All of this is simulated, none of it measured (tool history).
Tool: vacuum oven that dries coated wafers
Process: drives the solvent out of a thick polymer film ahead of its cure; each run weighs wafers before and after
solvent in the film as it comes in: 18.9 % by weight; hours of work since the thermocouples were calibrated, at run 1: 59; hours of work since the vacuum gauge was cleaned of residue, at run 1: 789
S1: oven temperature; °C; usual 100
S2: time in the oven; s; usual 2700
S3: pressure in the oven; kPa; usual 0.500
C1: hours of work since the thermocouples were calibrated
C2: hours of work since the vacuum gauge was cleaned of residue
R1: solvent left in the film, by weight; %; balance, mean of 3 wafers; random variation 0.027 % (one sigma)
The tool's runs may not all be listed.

| run | hour | S1 | S2 | S3 | C1 | C2 | R1 |
|---|---|---|---|---|---|---|---|
| 1 | 0.0 | 100 | 2700 | 0.500 | 59 | 789 | 4.46 |
| 2 | 48.7 | 100 | 2700 | 0.500 | 80 | 811 | 4.55 |
| 3 | 96.1 | 100 | 2700 | 0.302 | 101 | 832 | 4.47 |
| 4 | 137.6 | 100 | 2700 | 0.302 | 119 | 850 | 4.48 |
| 5 | 210.1 | 87 | 2700 | 0.500 | 151 | 881 | 9.33 |
| 6 | 247.1 | 87 | 2700 | 0.500 | 167 | 898 | 9.31 |
| 7 | 305.3 | 87 | 2700 | 0.500 | 192 | 923 | 9.20 |
| 8 | 370.3 | 100 | 2700 | 0.942 | 221 | 952 | 4.80 |
| 9 | 457.9 | 100 | 2700 | 1.899 | 259 | 990 | 5.31 |
| 10 | 541.0 | 100 | 2700 | 1.899 | 296 | 1026 | 5.40 |
| 11 | 579.2 | 106 | 2160 | 1.899 | 312 | 1043 | 4.43 |
| 12 | 633.8 | 112 | 1560 | 0.626 | 336 | 1067 | 3.67 |
| 13 | 707.0 | 109 | 2700 | 1.059 | 368 | 1099 | 2.27 |
| 14 | 763.3 | 91 | 4440 | 0.257 | 393 | 1124 | 5.24 |
| 15 | 804.8 | 91 | 4440 | 0.257 | 411 | 1142 | 5.26 |

5 ways to go on from here, each from the tool as it stands after run 15. What would each give?
| A | 875.7 | 100 | 2040 | 0.956 | 442 | 1173 | ? |
| B | 875.7 | 113 | 2700 | 0.500 | 442 | 1173 | ? |
| C | 875.7 | 112 | 1560 | 1.724 | 442 | 1173 | ? |
| D | 875.7 | 88 | 2340 | 0.773 | 442 | 1173 | ? |
| E | 875.7 | 106 | 1560 | 1.225 | 442 | 1173 | ? |

| run | R1 |
|---|---|
| A | 6.53 |
| B | 1.29 |
| C | 4.09 |
| D | 10.01 |
| E | 5.90 |
Without the tool's hidden state the same runs would have given:
| run | R1 |
|---|---|
| A | 6.06 |
| B | 1.01 |
| C | 3.69 |
| D | 9.54 |
| E | 5.46 |

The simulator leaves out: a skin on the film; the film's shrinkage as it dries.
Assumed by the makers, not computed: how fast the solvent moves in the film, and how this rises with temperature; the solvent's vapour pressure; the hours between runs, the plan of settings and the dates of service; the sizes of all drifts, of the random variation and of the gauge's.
